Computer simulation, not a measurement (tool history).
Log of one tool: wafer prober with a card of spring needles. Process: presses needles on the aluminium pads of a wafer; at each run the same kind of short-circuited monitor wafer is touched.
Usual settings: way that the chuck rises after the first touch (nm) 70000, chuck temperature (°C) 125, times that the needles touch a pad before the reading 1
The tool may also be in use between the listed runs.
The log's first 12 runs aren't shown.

run   hour  way that the chuck rises after the first touch (nm)  chuck temperature (°C)  times that the needles touch a pad before the reading  touches since the tips were cleaned  cleanings since the card got new needles  touches since the first contact's height was set  resistance of one needle with its contact and lead (mohm)  way that a needle slides on the pad (nm)
     103.4  -- tips cleaned on abrasive film
 13  105.8                                                79000                     125                                                      1                                 1737                                        48                                             22314                                                        313                                     11130
     114.4  -- tips cleaned on abrasive film
 14  115.1                                                79000                     125                                                      1                                  534                                        49                                             28855                                                        294                                     11140
 15  123.9                                                79000                     125                                                      1                                 6752                                        49                                             35073                                                        357                                     11130
     125.2  -- tips cleaned on abrasive film
     136.1  -- tips cleaned on abrasive film
 16  136.9                                                85000                     125                                                      1                                  609                                        51                                             44190                                                        288                                     12000
 17  143.0                                                62000                     125                                                      1                                 4940                                        51                                             48521                                                        387                                      8690
     146.9  -- tips cleaned on abrasive film
 18  148.7                                                63000                      30                                                      1                                 1288                                        52                                             52465                                                        305                                      8850
     157.5  -- tips cleaned on abrasive film
 19  159.6                                                63000                      30                                                      1                                 1493                                        53                                             60134                                                        316                                      8840
     168.4  -- tips cleaned on abrasive film
 20  172.1                                                63000                      63                                                      2                                 2586                                        54                                             68895                                                        312                                      8830
     179.2  -- tips cleaned on abrasive film
 21  185.5                                                70000                      97                                                      2                                 4478                                        55                                             78334                                                        330                                      9820
     190.4  -- tips cleaned on abrasive film
 22  198.1                                                67000                      72                                                      2                                 5437                                        56                                             87216                                                        336                                      9380
     201.1  -- tips cleaned on abrasive film
 23  206.8                                                80000                     116                                                      2                                 3997                                        57                                             93308                                                        312                                     11190
     212.4  -- tips cleaned on abrasive film
 24  215.3                                                80000                     116                                                      2                                 1999                                        58                                             99265                                                        298                                     11210
     223.2  -- tips cleaned on abrasive film
 25  225.5                                                80000                     116                                                      2                                 1658                                        59                                            106484                                                        299                                     11120
     234.4  -- tips cleaned on abrasive film
 26  235.4                                                80000                      31                                                      2                                  758                                        60                                            113436                                                        266                                     11170
     245.2  -- tips cleaned on abrasive film
 27  248.4                                                64000                     125                                                      1                                 2321                                        61                                            122586                                                        340                                      8910
     255.9  -- tips cleaned on abrasive film
 28  257.5                                                64000                     125                                                      1                                 1112                                        62                                            128916                                                        325                                      8900
 29  265.0                                                80000                     125                                                      1                                 6457                                        62                                            134261                                                        358                                     11140
     267.3  -- tips cleaned on abrasive film
     278.1  -- tips cleaned on abrasive film
 30  278.2                                                74000                      41                                                      1                                   11                                        64                                            143462                                                        267                                     10210
     288.8  -- tips cleaned on abrasive film
 31  289.7                                                61000                     125                                                      1                                  641                                        65                                            151593                                                        310                                      8400
 32  296.3                                                70000                     125                                                      2                                 5328                                        65                                            156280                                                        338                                      9700
     299.6  -- tips cleaned on abrasive film
 33  304.1                                                70000                     125                                                      1                                 3182                                        66                                            161730                                                        361                                      9680

Forecast each of these 4 alternatives for the next run:
     310.7  -- tips cleaned on abrasive film
  A  313.2                                                68000                     125                                                      1                                 1748                                        67                                            168096                                                          ?                                         ?
     310.7  -- tips cleaned on abrasive film
  B  313.2                                                70000                      35                                                      1                                 1748                                        67                                            168096                                                          ?                                         ?
     310.7  -- tips cleaned on abrasive film
  C  313.2                                                88000                      41                                                      1                                 1748                                        67                                            168096                                                          ?                                         ?
     310.7  -- tips cleaned on abrasive film
  D  313.2                                                74000                     125                                                      1                                 1748                                        67                                            168096                                                          ?                                         ?

run  resistance of one needle with its contact and lead (mohm)  way that a needle slides on the pad (nm)
  A                                                        338                                      9360
  B                                                        317                                      9670
  C                                                        296                                     12220
  D                                                        326                                     10250
Without the tool's hidden state the same runs would have given:
run  resistance of one needle with its contact and lead (mohm)  way that a needle slides on the pad (nm)
  A                                                        274                                      9610
  B                                                        247                                      9930
  C                                                        249                                     12470
  D                                                        271                                     10500
